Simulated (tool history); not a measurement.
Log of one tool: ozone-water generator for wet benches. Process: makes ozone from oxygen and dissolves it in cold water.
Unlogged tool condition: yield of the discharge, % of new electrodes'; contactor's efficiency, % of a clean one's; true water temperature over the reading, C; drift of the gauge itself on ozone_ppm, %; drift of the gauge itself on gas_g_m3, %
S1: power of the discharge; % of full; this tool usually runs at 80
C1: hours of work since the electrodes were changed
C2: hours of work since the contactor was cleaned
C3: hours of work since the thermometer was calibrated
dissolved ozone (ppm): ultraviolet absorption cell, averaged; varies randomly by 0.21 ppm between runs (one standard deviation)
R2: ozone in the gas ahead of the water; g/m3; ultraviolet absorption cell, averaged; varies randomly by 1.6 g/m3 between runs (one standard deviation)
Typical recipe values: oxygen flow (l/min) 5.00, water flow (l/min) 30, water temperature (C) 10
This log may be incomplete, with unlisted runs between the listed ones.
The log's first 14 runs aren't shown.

At hour 354.4: water thermometer calibrated, once more.
Run 15, hour 381.2: usual settings but S1 46 % of full; C1 1059; C2 659; C3 21. Result: dissolved ozone (ppm) 18.2, R2 178.0 g/m3.
Run 16, hour 409.0: usual settings but S1 46 % of full; C1 1081; C2 681; C3 43. Result: dissolved ozone (ppm) 17.9, R2 179.7 g/m3.
Run 17, hour 434.6: usual settings but water flow (l/min) 21; C1 1101; C2 702; C3 64. Result: dissolved ozone (ppm) 40.9, R2 294.8 g/m3.
Run 18, hour 472.0: usual settings but S1 79 % of full, oxygen flow (l/min) 3.15, water flow (l/min) 38, water temperature (C) 16; C1 1131; C2 731; C3 93. Result: dissolved ozone (ppm) 18.9, R2 355.3 g/m3.
Run 19, hour 511.3: usual settings but S1 79 % of full, oxygen flow (l/min) 3.15, water flow (l/min) 38, water temperature (C) 16; C1 1162; C2 763; C3 125. Result: dissolved ozone (ppm) 19.0, R2 347.3 g/m3.
Run 20, hour 542.0: usual settings but S1 60 % of full, oxygen flow (l/min) 2.66, water flow (l/min) 24, water temperature (C) 16; C1 1186; C2 787; C3 149. Result: dissolved ozone (ppm) 21.9, R2 295.6 g/m3.
Run 21, hour 560.6: usual settings but S1 60 % of full, oxygen flow (l/min) 2.66, water flow (l/min) 24, water temperature (C) 16; C1 1201; C2 802; C3 164. Result: dissolved ozone (ppm) 21.9, R2 294.7 g/m3.
Run 22, hour 599.9: usual settings but S1 60 % of full, oxygen flow (l/min) 2.66, water flow (l/min) 24, water temperature (C) 16; C1 1232; C2 833; C3 195. Result: dissolved ozone (ppm) 21.7, R2 292.1 g/m3.
Run 23, hour 626.6: usual settings but S1 60 % of full, oxygen flow (l/min) 2.66, water flow (l/min) 24, water temperature (C) 16; C1 1254; C2 854; C3 216. Result: dissolved ozone (ppm) 21.7, R2 292.1 g/m3.
Run 24, hour 654.2: usual settings but S1 70 % of full, oxygen flow (l/min) 5.62, water flow (l/min) 34, water temperature (C) 9; C1 1275; C2 876; C3 238. Result: dissolved ozone (ppm) 24.3, R2 246.4 g/m3.
Run 25, hour 674.3: usual settings but S1 70 % of full, oxygen flow (l/min) 5.62, water flow (l/min) 34, water temperature (C) 9; C1 1291; C2 892; C3 254. Result: dissolved ozone (ppm) 24.2, R2 247.4 g/m3.
Run 26, hour 702.2: usual settings but S1 70 % of full, oxygen flow (l/min) 5.62, water flow (l/min) 34, water temperature (C) 9; C1 1314; C2 914; C3 276. Result: dissolved ozone (ppm) 24.1, R2 248.3 g/m3.
Run 27, hour 721.0: usual settings but S1 47 % of full, oxygen flow (l/min) 6.19, water flow (l/min) 34, water temperature (C) 15; C1 1328; C2 929; C3 291. Result: dissolved ozone (ppm) 16.2, R2 165.0 g/m3.
Run 28, hour 753.5: usual settings but S1 47 % of full, oxygen flow (l/min) 6.19, water flow (l/min) 34, water temperature (C) 15; C1 1354; C2 955; C3 317. Result: dissolved ozone (ppm) 16.5, R2 166.6 g/m3.

For run 29, what comes out?
Run 29, hour 784.7: usual settings but S1 56 % of full, oxygen flow (l/min) 2.79, water temperature (C) 6; C1 1379; C2 980; C3 342. Result: dissolved ozone (ppm) ?, R2 ?.

{"run 29": {"dissolved ozone (ppm)": 17.7, "R2": 271.7}}
The same run, on a tool lacking any hidden state, would have yielded dissolved ozone (ppm) 18.8, R2 284.3 g/m3.

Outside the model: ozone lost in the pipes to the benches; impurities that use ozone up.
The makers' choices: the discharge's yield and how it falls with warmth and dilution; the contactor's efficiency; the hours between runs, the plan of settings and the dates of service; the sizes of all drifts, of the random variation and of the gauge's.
